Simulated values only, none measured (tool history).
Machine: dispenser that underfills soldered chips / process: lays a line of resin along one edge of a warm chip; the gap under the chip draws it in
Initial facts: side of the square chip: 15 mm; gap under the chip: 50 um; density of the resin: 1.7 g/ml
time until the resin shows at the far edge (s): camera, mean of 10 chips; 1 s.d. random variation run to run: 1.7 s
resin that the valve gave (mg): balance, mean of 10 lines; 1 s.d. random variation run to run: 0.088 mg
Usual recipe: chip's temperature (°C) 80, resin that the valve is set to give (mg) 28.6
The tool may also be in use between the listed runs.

run,day,chip's temperature (°C),resin that the valve is set to give (mg),time until the resin shows at the far edge (s),resin that the valve gave (mg)
1,0.000,80,28.6,172.9,27.77
2,0.317,80,28.6,241.0,27.77
# day 0.604: new syringe of resin
3,0.858,82,28.6,197.7,27.60
# day 1.208: dispensing valve cleaned and set on the balance
# day 1.317: new syringe of resin
4,1.425,82,28.6,168.5,28.55
5,1.821,94,28.6,169.5,28.57
# day 2.000: new syringe of resin
6,2.183,94,28.6,131.6,28.16
7,2.612,94,28.6,194.9,27.93
# day 2.671: new syringe of resin
8,3.167,94,28.6,176.3,27.85
# day 3.346: new syringe of resin
9,3.446,80,25.0,186.0,24.42
10,3.979,80,25.0,311.5,24.09
# day 4.029: new syringe of resin
# day 4.442: dispensing valve cleaned and set on the balance
11,4.458,75,28.6,272.5,28.55
# day 4.754: new syringe of resin
12,4.871,75,28.6,218.2,28.44
13,5.329,76,28.6,319.9,28.31
# day 5.412: new syringe of resin
14,5.896,76,28.6,299.8,28.12
# day 6.092: new syringe of resin
15,6.438,76,28.6,264.5,27.79
# day 6.788: new syringe of resin
16,6.912,80,34.9,177.8,33.98
17,7.350,80,34.9,274.2,33.60
# day 7.458: new syringe of resin
# day 7.650: dispensing valve cleaned and set on the balance
18,7.721,87,29.2,158.8,29.14
19,8.133,69,31.7,420.4,31.37
# day 8.175: new syringe of resin
20,8.692,69,31.7,373.0,30.99
# day 8.846: new syringe of resin
21,9.008,72,35.7,242.9,35.08
22,9.433,78,32.9,300.4,31.87
# day 9.525: new syringe of resin
23,9.962,73,24.8,323.2,24.01
# day 10.192: new syringe of resin
24,10.342,84,34.8,160.8,33.26
25,10.775,80,32.1,276.0,30.73
# day 10.854: dispensing valve cleaned and set on the balance
# day 10.904: new syringe of resin
26,11.217,71,32.1,293.9,32.08
# day 11.562: new syringe of resin
27,11.638,82,32.3,165.2,32.07
28,12.083,67,28.9,417.1,28.57
# day 12.221: new syringe of resin
29,12.567,67,28.9,347.2,28.33
# day 12.879: new syringe of resin
30,12.933,67,28.9,261.6,28.14
31,13.238,67,28.9,345.7,28.02
# day 13.558: new syringe of resin
32,13.708,91,26.5,135.8,25.53
# day 14.062: dispensing valve cleaned and set on the balance
33,14.067,81,26.7,241.8,26.89
# day 14.283: new syringe of resin
34,14.571,74,25.2,270.2,25.04

Measured minus without-hidden-state, run by run (identical run-to-run variation in each term; gauge scatter may differ):
Hidden state at play: resin's viscosity, % of fresh resin's; dose that the valve gives, % of what is set; true chip temperature over the reading, C; drift of the gauge itself on fill_s, %; drift of the gauge itself on given_mg, %.
run,time until the resin shows at the far edge (s),resin that the valve gave (mg)
1,+7.2,-0.73
2,+69.6,-0.84
3,+39.8,-1.04
4,+11.9,-0.07
5,+61.6,-0.22
6,+20.7,-0.36
7,+85.5,-0.52
8,+66.0,-0.73
9,+14.3,-0.72
10,+138.4,-0.91
11,+76.3,+0.02
12,+19.4,-0.13
13,+131.5,-0.32
14,+107.0,-0.52
15,+72.3,-0.71
16,+15.0,-1.09
17,+108.5,-1.28
18,+25.9,-0.14
19,+181.8,-0.33
20,+137.7,-0.57
21,+28.7,-0.79
22,+123.6,-0.90
23,+106.3,-0.85
24,+16.2,-1.36
25,+111.4,-1.44
26,+70.8,-0.06
27,+9.3,-0.21
28,+158.7,-0.36
29,+92.6,-0.54
30,+4.2,-0.68
31,+91.3,-0.78
32,+14.0,-0.88
33,+79.8,+0.07
34,+58.3,-0.10
